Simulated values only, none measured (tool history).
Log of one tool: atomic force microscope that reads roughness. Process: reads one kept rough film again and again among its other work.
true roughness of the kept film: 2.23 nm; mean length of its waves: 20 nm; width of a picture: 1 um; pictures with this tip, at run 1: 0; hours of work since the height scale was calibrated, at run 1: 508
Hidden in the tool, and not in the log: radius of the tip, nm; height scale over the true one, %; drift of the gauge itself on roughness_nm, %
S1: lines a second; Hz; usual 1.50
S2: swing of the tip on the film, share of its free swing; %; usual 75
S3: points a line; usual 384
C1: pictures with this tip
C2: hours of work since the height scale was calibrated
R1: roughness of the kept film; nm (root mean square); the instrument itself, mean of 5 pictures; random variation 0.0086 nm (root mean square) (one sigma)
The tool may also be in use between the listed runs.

| run | hour | S1 | S2 | S3 | C1 | C2 | R1 |
|---|---|---|---|---|---|---|---|
| 1 | 0.0 | 1.50 | 75 | 384 | 0 | 508 | 1.902 |
| 2 | 46.1 | 1.50 | 75 | 384 | 53 | 543 | 1.854 |
| 3 | 71.4 | 1.85 | 75 | 384 | 82 | 562 | 1.810 |
| 4 | 102.7 | 1.85 | 75 | 417 | 118 | 586 | 1.790 |
| 5 | 152.4 | 1.85 | 75 | 417 | 175 | 623 | 1.743 |
| 6 | 187.1 | 1.85 | 57 | 417 | 215 | 649 | 1.769 |
|  | 227.8 | new tip fitted |
| 7 | 227.8 | 1.50 | 75 | 384 | 0 | 679 | 1.896 |
| 8 | 255.3 | 1.50 | 75 | 384 | 31 | 700 | 1.859 |
| 9 | 301.1 | 1.50 | 68 | 384 | 84 | 734 | 1.852 |
|  | 307.1 | height scale calibrated on a step standard |
| 10 | 330.4 | 1.50 | 65 | 384 | 117 | 18 | 1.817 |
| 11 | 367.7 | 1.50 | 84 | 645 | 160 | 46 | 1.743 |
| 12 | 390.5 | 1.50 | 84 | 645 | 186 | 63 | 1.718 |
|  | 434.7 | height scale calibrated on a step standard, once more |
| 13 | 434.7 | 1.05 | 73 | 384 | 236 | 0 | 1.739 |
|  | 460.6 | new tip fitted |
| 14 | 461.4 | 1.05 | 73 | 384 | 1 | 20 | 1.903 |
| 15 | 516.9 | 1.05 | 73 | 384 | 65 | 61 | 1.869 |

4 ways to go on from here, each from the tool as it stands after run 15. What would each give?
| A | 572.2 | 1.50 | 75 | 384 | 129 | 103 | ? |
| B | 572.2 | 0.86 | 73 | 300 | 129 | 103 | ? |
| C | 572.2 | 1.05 | 80 | 384 | 129 | 103 | ? |
| D | 572.2 | 3.02 | 61 | 338 | 129 | 103 | ? |

| run | R1 |
|---|---|
| A | 1.785 |
| B | 1.819 |
| C | 1.801 |
| D | 1.799 |
Without the tool's hidden state the same runs would have given:
| run | R1 |
|---|---|
| A | 1.905 |
| B | 1.941 |
| C | 1.923 |
| D | 1.920 |

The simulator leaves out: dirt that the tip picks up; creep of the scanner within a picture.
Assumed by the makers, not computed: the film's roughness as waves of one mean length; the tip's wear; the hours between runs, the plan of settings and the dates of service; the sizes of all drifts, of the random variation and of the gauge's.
